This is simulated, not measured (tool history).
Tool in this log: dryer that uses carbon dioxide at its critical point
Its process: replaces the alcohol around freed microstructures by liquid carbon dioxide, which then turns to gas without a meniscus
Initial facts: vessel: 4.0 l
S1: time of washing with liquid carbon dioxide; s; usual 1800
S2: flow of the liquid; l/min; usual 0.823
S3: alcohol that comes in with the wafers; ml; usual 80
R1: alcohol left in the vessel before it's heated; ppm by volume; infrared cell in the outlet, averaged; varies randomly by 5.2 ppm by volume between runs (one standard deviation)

run,hour,S1,S2,S3,R1
1,0.0,1800,0.823,80,132
2,12.0,1800,0.823,80,127
3,24.5,1800,0.823,80,133
4,33.8,1800,0.823,80,130
5,42.1,1800,0.823,80,142
6,52.2,1800,0.823,80,139
7,64.1,1800,0.823,80,137
8,73.4,1800,0.823,80,138
9,80.2,1800,0.823,80,149
10,85.9,1800,0.823,80,147
11,98.1,2280,0.823,53,55
12,109.2,2280,0.823,53,48
13,115.6,1800,0.954,54,57
14,121.9,1800,0.954,54,62
15,127.9,1800,0.567,54,478

Here are 5 independent what-if runs from the current tool condition. What would each one return?
A,136.8,1800,0.567,96,?
B,136.8,1620,0.745,54,?
C,136.8,1140,0.675,59,?
D,136.8,2520,0.702,21,?
E,136.8,1800,1.354,33,?

run,R1
A,831
B,246
C,1133
D,35
E,34
Stripped of hidden state, with their random variation kept, the same runs would have yielded:
run,R1
A,706
B,187
C,1000
D,9
E,11
